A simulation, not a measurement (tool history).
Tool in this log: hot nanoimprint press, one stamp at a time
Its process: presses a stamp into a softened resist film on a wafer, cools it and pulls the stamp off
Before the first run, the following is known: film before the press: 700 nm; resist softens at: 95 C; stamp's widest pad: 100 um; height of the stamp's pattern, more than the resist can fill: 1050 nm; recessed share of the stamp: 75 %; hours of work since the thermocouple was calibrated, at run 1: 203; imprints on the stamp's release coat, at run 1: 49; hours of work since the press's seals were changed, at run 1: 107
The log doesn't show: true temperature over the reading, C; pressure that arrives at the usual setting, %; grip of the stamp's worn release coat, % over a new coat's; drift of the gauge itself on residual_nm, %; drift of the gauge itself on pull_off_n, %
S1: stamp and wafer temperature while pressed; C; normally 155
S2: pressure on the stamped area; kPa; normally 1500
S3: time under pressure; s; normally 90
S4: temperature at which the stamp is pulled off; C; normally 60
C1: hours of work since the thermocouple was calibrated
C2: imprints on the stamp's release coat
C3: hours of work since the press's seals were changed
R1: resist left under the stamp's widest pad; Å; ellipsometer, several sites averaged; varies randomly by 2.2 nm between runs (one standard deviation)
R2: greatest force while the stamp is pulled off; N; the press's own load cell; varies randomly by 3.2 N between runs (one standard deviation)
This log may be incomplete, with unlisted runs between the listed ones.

run 1 day=0 | S1=155 S2=1500 S3=90 S4=60 | C1=203 C2=49 C3=107 | R1=4250 R2=224
run 2 day=2.083 | S1=155 S2=1500 S3=90 S4=60 | C1=240 C2=248 C3=144 | R1=4257 R2=232
run 3 day=3.117 | S1=155 S2=1500 S3=90 S4=60 | C1=258 C2=346 C3=162 | R1=4309 R2=231
run 4 day=5.033 | S1=155 S2=1500 S3=90 S4=60 | C1=292 C2=529 C3=196 | R1=4284 R2=239
run 5 day=7.271 | S1=155 S2=1500 S3=90 S4=60 | C1=331 C2=742 C3=235 | R1=4277 R2=254
run 6 day=8.458 | S1=155 S2=1500 S3=90 S4=60 | C1=352 C2=855 C3=256 | R1=4355 R2=249
-- day=10.133 plate thermocouple calibrated
run 7 day=10.65 | S1=155 S2=1500 S3=90 S4=60 | C1=9 C2=1052 C3=293 | R1=4186 R2=248
-- day=11.642 stamp cleaned and given a new release coat
run 8 day=12.796 | S1=155 S2=1500 S3=168 S4=60 | C1=43 C2=110 C3=326 | R1=3487 R2=228
run 9 day=14.808 | S1=163 S2=1080 S3=75 S4=57 | C1=78 C2=302 C3=362 | R1=3982 R2=246
run 10 day=15.988 | S1=163 S2=1080 S3=75 S4=57 | C1=99 C2=414 C3=383 | R1=4014 R2=253
run 11 day=18.012 | S1=164 S2=1080 S3=118 S4=57 | C1=135 C2=607 C3=419 | R1=3411 R2=252

For each entry between runs, how does the tool's hidden state at the last listed run before it compare with that at the first listed run after it?
In the gap between runs 6 and 7: plate thermocouple calibrated (day 10.133)
  true temperature over the reading, C: -1.13 -> -0.22; pressure that arrives at the usual setting, %: 98.25 -> 98.03; grip of the stamp's worn release coat, % over a new coat's: 10.9 -> 13.5
  measured result minus the result with no hidden state, R1: +192 -> +67 Å; R2: +30 -> +30 N
In the gap between runs 7 and 8: stamp cleaned and given a new release coat (day 11.642)
  true temperature over the reading, C: -0.22 -> -0.32; pressure that arrives at the usual setting, %: 98.03 -> 97.79; grip of the stamp's worn release coat, % over a new coat's: 13.5 -> 1.4
  measured result minus the result with no hidden state, R1: +67 -> +80 Å; R2: +30 -> +5 N

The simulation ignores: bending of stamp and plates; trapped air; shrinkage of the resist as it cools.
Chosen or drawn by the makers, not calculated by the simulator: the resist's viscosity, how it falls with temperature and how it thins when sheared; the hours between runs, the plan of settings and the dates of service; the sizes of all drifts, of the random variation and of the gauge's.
